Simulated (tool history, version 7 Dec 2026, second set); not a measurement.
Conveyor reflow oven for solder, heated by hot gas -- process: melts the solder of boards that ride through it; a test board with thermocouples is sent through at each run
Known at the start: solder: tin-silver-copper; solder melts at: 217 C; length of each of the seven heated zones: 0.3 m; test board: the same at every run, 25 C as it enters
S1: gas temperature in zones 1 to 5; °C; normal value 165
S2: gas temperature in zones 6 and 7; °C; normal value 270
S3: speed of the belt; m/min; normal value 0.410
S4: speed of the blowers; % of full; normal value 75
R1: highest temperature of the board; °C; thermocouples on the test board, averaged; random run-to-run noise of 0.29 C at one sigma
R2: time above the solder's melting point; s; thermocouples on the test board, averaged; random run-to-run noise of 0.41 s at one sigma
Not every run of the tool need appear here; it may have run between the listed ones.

{"run": 1, "hour": 0.0, "S1": 165, "S2": 270, "S3": 0.41, "S4": 75, "R1": 254.3, "R2": 64.1}
{"run": 2, "hour": 39.3, "S1": 165, "S2": 281, "S3": 0.41, "S4": 75, "R1": 263.9, "R2": 69.7}
{"run": 3, "hour": 80.4, "S1": 165, "S2": 270, "S3": 0.41, "S4": 55, "R1": 249.7, "R2": 59.5}
{"run": 4, "hour": 108.9, "S1": 165, "S2": 270, "S3": 0.41, "S4": 55, "R1": 249.9, "R2": 58.5}
{"run": 5, "hour": 131.3, "S1": 165, "S2": 270, "S3": 0.41, "S4": 55, "R1": 249.8, "R2": 59.1}
{"run": 6, "hour": 166.5, "S1": 165, "S2": 270, "S3": 0.41, "S4": 75, "R1": 254.3, "R2": 63.9}
{"run": 7, "hour": 192.5, "S1": 165, "S2": 270, "S3": 0.41, "S4": 75, "R1": 253.8, "R2": 64.0}
{"hour": 225.8, "done": "thermocouples of zones 6 and 7 changed"}
{"run": 8, "hour": 241.4, "S1": 165, "S2": 270, "S3": 0.41, "S4": 75, "R1": 252.9, "R2": 63.6}
{"run": 9, "hour": 284.7, "S1": 165, "S2": 270, "S3": 0.41, "S4": 75, "R1": 253.0, "R2": 63.0}
{"run": 10, "hour": 324.0, "S1": 165, "S2": 270, "S3": 0.41, "S4": 75, "R1": 253.0, "R2": 63.2}
{"run": 11, "hour": 370.3, "S1": 165, "S2": 270, "S3": 0.41, "S4": 75, "R1": 252.6, "R2": 62.6}
{"run": 12, "hour": 420.4, "S1": 165, "S2": 270, "S3": 0.41, "S4": 69, "R1": 251.5, "R2": 61.6}
{"run": 13, "hour": 468.9, "S1": 165, "S2": 262, "S3": 0.41, "S4": 55, "R1": 241.8, "R2": 50.5}
{"run": 14, "hour": 514.6, "S1": 165, "S2": 262, "S3": 0.41, "S4": 55, "R1": 241.9, "R2": 50.4}
{"hour": 523.4, "done": "flux residue cleaned out of gas plates and filters"}
{"run": 15, "hour": 567.0, "S1": 165, "S2": 270, "S3": 0.43, "S4": 80, "R1": 250.7, "R2": 57.7}
{"run": 16, "hour": 595.5, "S1": 152, "S2": 270, "S3": 0.485, "S4": 75, "R1": 241.2, "R2": 37.9}
{"run": 17, "hour": 631.9, "S1": 165, "S2": 282, "S3": 0.439, "S4": 64, "R1": 256.0, "R2": 60.1}
{"run": 18, "hour": 671.4, "S1": 165, "S2": 282, "S3": 0.439, "S4": 64, "R1": 256.6, "R2": 59.8}
{"hour": 714.6, "done": "flux residue cleaned out of gas plates and filters, once more"}
{"run": 19, "hour": 721.9, "S1": 165, "S2": 282, "S3": 0.439, "S4": 64, "R1": 260.1, "R2": 63.5}
{"run": 20, "hour": 769.0, "S1": 163, "S2": 282, "S3": 0.332, "S4": 64, "R1": 269.1, "R2": 91.7}
{"run": 21, "hour": 799.3, "S1": 160, "S2": 273, "S3": 0.477, "S4": 64, "R1": 247.8, "R2": 46.9}

Alternative continuations, all from the tool just after run 21; predict every row:
{"run": "A", "hour": 833.9, "S1": 165, "S2": 283, "S3": 0.412, "S4": 76, "R1": "?", "R2": "?"}
{"run": "B", "hour": 833.9, "S1": 160, "S2": 273, "S3": 0.477, "S4": 61, "R1": "?", "R2": "?"}
{"run": "C", "hour": 833.9, "S1": 165, "S2": 270, "S3": 0.41, "S4": 73, "R1": "?", "R2": "?"}
{"run": "D", "hour": 833.9, "S1": 165, "S2": 270, "S3": 0.44, "S4": 75, "R1": "?", "R2": "?"}
{"run": "E", "hour": 833.9, "S1": 165, "S2": 281, "S3": 0.41, "S4": 75, "R1": "?", "R2": "?"}

run=A R1=266.0 R2=71.9
run=B R1=246.6 R2=46.3
run=C R1=253.4 R2=64.4
run=D R1=252.0 R2=57.9
run=E R1=264.0 R2=71.2
Stripped of hidden state, with their random variation kept, the same runs would have yielded:
run=A R1=265.2 R2=70.3
run=B R1=245.8 R2=44.9
run=C R1=252.5 R2=62.8
run=D R1=251.2 R2=56.4
run=E R1=263.1 R2=69.6
